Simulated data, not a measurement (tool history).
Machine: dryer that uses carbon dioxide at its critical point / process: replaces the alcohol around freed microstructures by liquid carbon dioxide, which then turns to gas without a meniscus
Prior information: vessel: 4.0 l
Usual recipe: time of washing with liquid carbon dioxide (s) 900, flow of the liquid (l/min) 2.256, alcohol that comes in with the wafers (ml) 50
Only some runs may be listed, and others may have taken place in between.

run	hour	time of washing with liquid carbon dioxide (s)	flow of the liquid (l/min)	alcohol that comes in with the wafers (ml)	alcohol left in the vessel before it's heated (ppm by volume)
1	0	900	2.256	50	45
2	10.6	900	2.14	50	55
3	19.2	900	2.1	50	53
4	29.2	900	2.1	50	57
5	43.1	900	2.58	50	47
6	54.2	900	2.58	50	44
7	71.9	900	2.256	50	58
8	88.8	900	2.35	50	50
9	106.8	900	2.35	50	53
10	124.7	900	2.35	50	59
11	137.8	900	2.35	50	61
12	152.8	900	2.35	50	63
13	160.8	540	3.26	50	80
14	176.8	540	3.26	50	82
15	193.9	1320	3.42	20	47
16	205.4	1320	3.36	67	48
17	218.1	660	3.34	45	70
18	226.1	840	1.95	20	74
19	235.6	840	1.68	20	115
20	247.8	840	1.68	20	76
21	261.3	840	1.68	20	82
22	274.1	900	2.23	21	59

Missing from the log above: 1 entry noted between runs. For each, name the pair of listed runs it sits between and say how the tool's hidden condition differs from the listed run just before to the listed run just after:
After run 19, before run 20: inlet filter changed (hour 244.7)
  flow that reaches the vessel past the clogged filter, %: 87.2 -> 99.7; alcohol in the recycled carbon dioxide, ppm: 52.8 -> 53.4
  what was measured, less what the result would be without the hidden state, alcohol left in the vessel before it's heated (ppm by volume): +72 -> +49
